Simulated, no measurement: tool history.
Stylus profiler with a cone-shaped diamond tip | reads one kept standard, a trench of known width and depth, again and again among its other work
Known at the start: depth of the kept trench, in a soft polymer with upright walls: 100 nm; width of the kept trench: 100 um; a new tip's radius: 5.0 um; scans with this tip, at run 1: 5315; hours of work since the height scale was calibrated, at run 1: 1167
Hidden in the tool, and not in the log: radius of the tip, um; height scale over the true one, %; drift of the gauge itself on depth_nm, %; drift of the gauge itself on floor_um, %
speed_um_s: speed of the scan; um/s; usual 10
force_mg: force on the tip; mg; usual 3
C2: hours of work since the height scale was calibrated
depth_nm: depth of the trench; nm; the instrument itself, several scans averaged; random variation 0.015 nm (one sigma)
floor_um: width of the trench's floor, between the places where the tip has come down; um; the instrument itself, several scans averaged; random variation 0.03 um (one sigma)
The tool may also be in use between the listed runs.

Run 1, hour 0: usual settings; scans with this tip 5315; C2 1167. Result: depth_nm 101.48 nm, floor_um 97.83 um.
Run 2, hour 43.3: usual settings but speed_um_s 33 um/s; scans with this tip 5432; C2 1193. Result: depth_nm 101.48 nm, floor_um 97.63 um.
Run 3, hour 118.2: usual settings but force_mg 2.09 mg; scans with this tip 5634; C2 1237. Result: depth_nm 101.21 nm, floor_um 97.75 um.
At hour 126.3: height scale calibrated on a step standard.
Run 4, hour 204.8: usual settings but force_mg 8.5 mg; scans with this tip 5867; C2 47. Result: depth_nm 102.93 nm, floor_um 97.85 um.
Run 5, hour 250.5: usual settings but force_mg 8.5 mg; scans with this tip 5991; C2 74. Result: depth_nm 102.93 nm, floor_um 97.79 um.
Run 6, hour 339.3: usual settings but speed_um_s 30 um/s; scans with this tip 6231; C2 126. Result: depth_nm 101.68 nm, floor_um 97.69 um.
At hour 382.4: height scale calibrated on a step standard, once more.
Run 7, hour 423.2: usual settings but speed_um_s 5 um/s, force_mg 5.63 mg; scans with this tip 6457; C2 24. Result: depth_nm 101.86 nm, floor_um 97.83 um.
Run 8, hour 514.2: usual settings but force_mg 3.35 mg; scans with this tip 6703; C2 78. Result: depth_nm 101.33 nm, floor_um 97.78 um.

Run 9 comes next. What will it give?
Run 9, hour 569.8: usual settings but speed_um_s 3 um/s, force_mg 3.18 mg; scans with this tip 6853; C2 111. Result: depth_nm ?, floor_um ?.

depth_nm: 101.29 nm
floor_um: 97.85 um
Without the tool's hidden state the same run would have given depth_nm 101.3 nm, floor_um 98.02 um.
